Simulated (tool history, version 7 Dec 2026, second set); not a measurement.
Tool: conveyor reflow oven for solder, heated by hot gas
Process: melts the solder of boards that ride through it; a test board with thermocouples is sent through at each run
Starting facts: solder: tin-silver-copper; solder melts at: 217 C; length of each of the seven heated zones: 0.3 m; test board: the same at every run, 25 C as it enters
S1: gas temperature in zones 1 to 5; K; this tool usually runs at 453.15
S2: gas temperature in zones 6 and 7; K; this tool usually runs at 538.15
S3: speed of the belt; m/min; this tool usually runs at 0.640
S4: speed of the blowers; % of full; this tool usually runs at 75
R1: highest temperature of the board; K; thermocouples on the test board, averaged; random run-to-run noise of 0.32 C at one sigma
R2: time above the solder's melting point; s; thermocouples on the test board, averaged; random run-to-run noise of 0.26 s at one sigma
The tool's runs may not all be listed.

Run 1, day 0.000: usual settings. Result: R1 525.05 K, R2 45.1 s.
Run 2, day 0.904: usual settings. Result: R1 525.25 K, R2 44.2 s.
Run 3, day 1.317: usual settings but S4 88 % of full. Result: R1 527.75 K, R2 45.3 s.
Run 4, day 1.750: usual settings but S4 88 % of full. Result: R1 527.15 K, R2 45.5 s.
Run 5, day 2.238: usual settings but S4 88 % of full. Result: R1 527.95 K, R2 45.6 s.
Run 6, day 3.046: usual settings but S4 88 % of full. Result: R1 527.95 K, R2 45.8 s.
Run 7, day 3.825: usual settings. Result: R1 526.05 K, R2 44.4 s.
Run 8, day 4.508: usual settings. Result: R1 525.75 K, R2 44.6 s.
Run 9, day 4.967: usual settings. Result: R1 526.55 K, R2 44.5 s.
Run 10, day 5.388: usual settings. Result: R1 525.65 K, R2 44.4 s.
Run 11, day 5.796: usual settings. Result: R1 525.25 K, R2 44.0 s.
Run 12, day 6.454: usual settings. Result: R1 526.65 K, R2 44.6 s.
Run 13, day 7.125: usual settings. Result: R1 524.75 K, R2 44.0 s.
Run 14, day 7.638: usual settings. Result: R1 525.65 K, R2 44.4 s.
Run 15, day 8.129: usual settings but S2 547.15 K. Result: R1 534.15 K, R2 47.7 s.
Run 16, day 8.546: usual settings but S2 547.15 K. Result: R1 534.25 K, R2 48.1 s.
Run 17, day 9.342: usual settings but S1 466.15 K, S2 536.15 K, S3 0.558 m/min, S4 71 % of full. Result: R1 528.15 K, R2 57.3 s.
Run 18, day 10.092: usual settings but S1 466.15 K, S2 536.15 K, S3 0.558 m/min, S4 71 % of full. Result: R1 528.45 K, R2 57.6 s.
Run 19, day 10.538: usual settings but S1 466.15 K, S2 536.15 K, S3 0.558 m/min, S4 71 % of full. Result: R1 527.45 K, R2 57.2 s.
Run 20, day 11.400: usual settings but S1 466.15 K, S2 536.15 K, S3 0.558 m/min, S4 71 % of full. Result: R1 528.05 K, R2 57.6 s.
Run 21, day 11.992: usual settings but S1 467.15 K, S2 545.15 K, S3 0.524 m/min, S4 71 % of full. Result: R1 537.45 K, R2 65.6 s.
At day 12.683: flux residue cleaned out of gas plates and filters.
Run 22, day 13.104: usual settings but S1 449.15 K, S2 531.15 K, S3 0.562 m/min, S4 55 % of full. Result: R1 518.45 K, R2 44.7 s.
Run 23, day 13.971: usual settings but S1 449.15 K, S2 531.15 K, S3 0.562 m/min, S4 55 % of full. Result: R1 519.15 K, R2 44.8 s.
Run 24, day 14.658: usual settings but S4 69 % of full. Result: R1 524.75 K, R2 43.7 s.
Run 25, day 15.204: usual settings but S1 465.15 K, S3 0.709 m/min. Result: R1 524.85 K, R2 43.2 s.
Run 26, day 15.712: usual settings but S1 465.15 K, S3 0.661 m/min. Result: R1 526.65 K, R2 46.9 s.
Run 27, day 16.217: usual settings but S2 542.15 K. Result: R1 528.85 K, R2 46.4 s.
Run 28, day 16.608: usual settings but S1 439.15 K, S2 547.15 K, S3 0.645 m/min, S4 58 % of full. Result: R1 527.65 K, R2 40.3 s.
Run 29, day 17.475: usual settings but S1 439.15 K, S2 547.15 K, S3 0.747 m/min, S4 63 % of full. Result: R1 523.35 K, R2 32.0 s.
Run 30, day 17.996: usual settings but S1 452.15 K, S4 54 % of full. Result: R1 521.25 K, R2 40.7 s.
Run 31, day 18.450: usual settings but S1 459.15 K, S2 534.15 K, S4 71 % of full. Result: R1 522.35 K, R2 44.8 s.

Forecast each of these 3 alternatives for the next run:
Run A, day 19.371: usual settings but S1 460.15 K, S2 529.15 K, S4 74 % of full. Result: R1 ?, R2 ?.
Run B, day 19.371: usual settings but S1 440.15 K, S2 544.15 K, S4 71 % of full. Result: R1 ?, R2 ?.
Run C, day 19.371: usual settings but S1 459.15 K, S2 534.15 K, S3 0.587 m/min, S4 89 % of full. Result: R1 ?, R2 ?.

run      R1    R2
  A  519.25  43.2
  B  528.35  41.8
  C  526.85  51.7
With the hidden condition removed and each run's random variation left untouched, the same runs would have given:
run      R1    R2
  A  519.15  43.2
  B  528.25  41.7
  C  526.85  51.7
